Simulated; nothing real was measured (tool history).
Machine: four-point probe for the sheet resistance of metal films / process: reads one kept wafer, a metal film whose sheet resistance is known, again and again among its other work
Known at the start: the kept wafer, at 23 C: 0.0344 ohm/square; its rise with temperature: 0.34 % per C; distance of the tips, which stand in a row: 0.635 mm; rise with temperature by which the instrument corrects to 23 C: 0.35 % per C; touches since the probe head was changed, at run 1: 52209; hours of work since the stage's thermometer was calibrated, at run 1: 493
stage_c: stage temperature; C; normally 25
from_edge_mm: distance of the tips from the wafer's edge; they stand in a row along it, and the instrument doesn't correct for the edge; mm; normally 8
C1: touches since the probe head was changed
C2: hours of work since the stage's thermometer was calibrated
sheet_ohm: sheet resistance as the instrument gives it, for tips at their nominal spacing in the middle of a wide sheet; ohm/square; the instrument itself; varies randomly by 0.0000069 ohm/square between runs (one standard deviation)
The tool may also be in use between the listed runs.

run 1 day=0.000 | stage_c=25 from_edge_mm=8 | C1=52209 C2=493 | sheet_ohm=0.033959
run 2 day=1.421 | stage_c=24 from_edge_mm=8 | C1=53197 C2=508 | sheet_ohm=0.033949
run 3 day=2.558 | stage_c=24 from_edge_mm=8 | C1=53989 C2=520 | sheet_ohm=0.033948
run 4 day=4.200 | stage_c=24 from_edge_mm=8 | C1=55133 C2=537 | sheet_ohm=0.033938
run 5 day=5.179 | stage_c=24 from_edge_mm=8 | C1=55814 C2=548 | sheet_ohm=0.033929
run 6 day=7.279 | stage_c=25 from_edge_mm=8 | C1=57276 C2=570 | sheet_ohm=0.033911
run 7 day=9.467 | stage_c=25 from_edge_mm=8 | C1=58800 C2=594 | sheet_ohm=0.033910
run 8 day=11.496 | stage_c=25 from_edge_mm=3 | C1=60214 C2=615 | sheet_ohm=0.034583
run 9 day=12.858 | stage_c=25 from_edge_mm=3 | C1=61163 C2=630 | sheet_ohm=0.034581
run 10 day=14.592 | stage_c=26 from_edge_mm=8 | C1=62369 C2=648 | sheet_ohm=0.033888
run 11 day=16.462 | stage_c=25 from_edge_mm=8 | C1=63672 C2=668 | sheet_ohm=0.033880
run 12 day=17.442 | stage_c=25 from_edge_mm=8 | C1=64353 C2=678 | sheet_ohm=0.033885
run 13 day=18.438 | stage_c=25 from_edge_mm=50 | C1=65047 C2=689 | sheet_ohm=0.033767
run 14 day=20.279 | stage_c=25 from_edge_mm=50 | C1=66328 C2=709 | sheet_ohm=0.033741
-- day=20.742 new probe head fitted
run 15 day=22.142 | stage_c=25 from_edge_mm=50 | C1=975 C2=728 | sheet_ohm=0.034133
run 16 day=24.225 | stage_c=20 from_edge_mm=8 | C1=2426 C2=750 | sheet_ohm=0.034254
run 17 day=25.512 | stage_c=20 from_edge_mm=8 | C1=3321 C2=764 | sheet_ohm=0.034250
run 18 day=26.796 | stage_c=20 from_edge_mm=8 | C1=4214 C2=778 | sheet_ohm=0.034247
run 19 day=28.950 | stage_c=20 from_edge_mm=4 | C1=5715 C2=801 | sheet_ohm=0.034593
run 20 day=30.029 | stage_c=20 from_edge_mm=3 | C1=6465 C2=812 | sheet_ohm=0.034940
run 21 day=31.996 | stage_c=33 from_edge_mm=6 | C1=7834 C2=833 | sheet_ohm=0.034273
run 22 day=33.221 | stage_c=33 from_edge_mm=6 | C1=8687 C2=846 | sheet_ohm=0.034266
run 23 day=34.842 | stage_c=21 from_edge_mm=7 | C1=9817 C2=863 | sheet_ohm=0.034260
run 24 day=36.917 | stage_c=25 from_edge_mm=67 | C1=11262 C2=885 | sheet_ohm=0.034063
run 25 day=38.288 | stage_c=22 from_edge_mm=38 | C1=12216 C2=900 | sheet_ohm=0.034073
run 26 day=39.650 | stage_c=25 from_edge_mm=11 | C1=13165 C2=915 | sheet_ohm=0.034133
-- day=39.800 stage's thermometer calibrated
run 27 day=40.746 | stage_c=25 from_edge_mm=7 | C1=13913 C2=10 | sheet_ohm=0.034218
run 28 day=42.804 | stage_c=25 from_edge_mm=7 | C1=15348 C2=32 | sheet_ohm=0.034209
run 29 day=44.958 | stage_c=19 from_edge_mm=10 | C1=16846 C2=55 | sheet_ohm=0.034148
run 30 day=46.117 | stage_c=19 from_edge_mm=10 | C1=17654 C2=67 | sheet_ohm=0.034135
-- day=47.596 stage's thermometer calibrated, once more
run 31 day=48.117 | stage_c=23 from_edge_mm=10 | C1=19031 C2=6 | sheet_ohm=0.034110
run 32 day=49.508 | stage_c=23 from_edge_mm=10 | C1=20001 C2=20 | sheet_ohm=0.034098
run 33 day=51.129 | stage_c=23 from_edge_mm=10 | C1=21129 C2=38 | sheet_ohm=0.034089
run 34 day=52.667 | stage_c=22 from_edge_mm=10 | C1=22198 C2=54 | sheet_ohm=0.034094
run 35 day=53.908 | stage_c=22 from_edge_mm=10 | C1=23063 C2=67 | sheet_ohm=0.034091
run 36 day=55.942 | stage_c=20 from_edge_mm=8 | C1=24481 C2=89 | sheet_ohm=0.034135
run 37 day=57.096 | stage_c=29 from_edge_mm=8 | C1=25284 C2=101 | sheet_ohm=0.034087
run 38 day=58.425 | stage_c=26 from_edge_mm=27 | C1=26208 C2=115 | sheet_ohm=0.033993
run 39 day=59.975 | stage_c=26 from_edge_mm=27 | C1=27290 C2=132 | sheet_ohm=0.033987
run 40 day=61.038 | stage_c=20 from_edge_mm=42 | C1=28028 C2=143 | sheet_ohm=0.034005

Below are 5 alternative next runs, each starting from the tool's condition after run 40. Predict each:
run A day=62.129 | stage_c=20 from_edge_mm=28 | C1=28788 C2=155 | sheet_ohm=?
run B day=62.129 | stage_c=19 from_edge_mm=42 | C1=28788 C2=155 | sheet_ohm=?
run C day=62.129 | stage_c=18 from_edge_mm=42 | C1=28788 C2=155 | sheet_ohm=?
run D day=62.129 | stage_c=21 from_edge_mm=44 | C1=28788 C2=155 | sheet_ohm=?
run E day=62.129 | stage_c=33 from_edge_mm=22 | C1=28788 C2=155 | sheet_ohm=?

run=A sheet_ohm=0.034005
run=B sheet_ohm=0.034020
run=C sheet_ohm=0.034008
run=D sheet_ohm=0.033993
run=E sheet_ohm=0.033943
Had the tool no hidden state, the same runs would have come out as:
run=A sheet_ohm=0.034430
run=B sheet_ohm=0.034444
run=C sheet_ohm=0.034432
run=D sheet_ohm=0.034417
run=E sheet_ohm=0.034366

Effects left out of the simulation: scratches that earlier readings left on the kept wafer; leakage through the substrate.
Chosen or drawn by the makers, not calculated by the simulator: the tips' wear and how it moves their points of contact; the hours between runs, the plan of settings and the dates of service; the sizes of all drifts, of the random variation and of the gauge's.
